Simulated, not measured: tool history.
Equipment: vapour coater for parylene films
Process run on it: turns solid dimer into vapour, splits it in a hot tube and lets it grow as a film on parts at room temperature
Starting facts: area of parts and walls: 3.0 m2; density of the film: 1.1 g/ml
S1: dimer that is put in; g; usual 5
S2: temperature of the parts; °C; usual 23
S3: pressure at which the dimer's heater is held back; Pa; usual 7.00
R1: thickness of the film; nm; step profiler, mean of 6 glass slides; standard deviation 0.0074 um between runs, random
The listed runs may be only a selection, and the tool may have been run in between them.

run	hour	S1	S2	S3	R1
1	0.0	5	23	7.00	982
2	36.3	4	23	7.00	794
3	80.4	4	23	7.00	799
4	120.7	5	23	4.41	1080
5	158.4	5	23	4.41	1083
6	184.2	5	23	4.41	1075
7	215.6	2	23	7.00	389
8	258.3	5	23	7.00	983
9	296.0	5	23	7.00	972
10	333.2	5	23	7.00	972
11	379.2	5	23	7.00	988
12	418.2	5	23	3.94	1091
13	454.9	5	18	7.00	1044
14	493.4	5	23	7.00	952
15	545.5	5	23	7.00	957
16	588.5	5	23	7.00	974
# hour 603.0: trap's valve overhauled
17	631.5	5	22	9.09	959
18	681.9	3	23	7.62	581
19	722.9	7	18	10.41	1382
20	755.9	7	18	10.41	1385
21	784.2	8	23	7.00	1585
22	820.9	5	21	7.00	1012
23	868.2	6	21	4.94	1311
24	907.6	6	21	4.94	1296
25	948.3	5	28	2.00	1154
26	971.1	5	28	2.00	1161
27	998.5	5	28	2.89	1076

Branching from run 27: 3 alternative next runs. What would each branch give?
A	1039.6	2	27	7.49	?
B	1039.6	5	23	7.00	?
C	1039.6	6	33	5.78	?

run	R1
A	357
B	986
C	1030
The same runs, with their run-to-run variation unchanged, on a tool lacking any hidden condition would have given:
run	R1
A	363
B	1003
C	1047

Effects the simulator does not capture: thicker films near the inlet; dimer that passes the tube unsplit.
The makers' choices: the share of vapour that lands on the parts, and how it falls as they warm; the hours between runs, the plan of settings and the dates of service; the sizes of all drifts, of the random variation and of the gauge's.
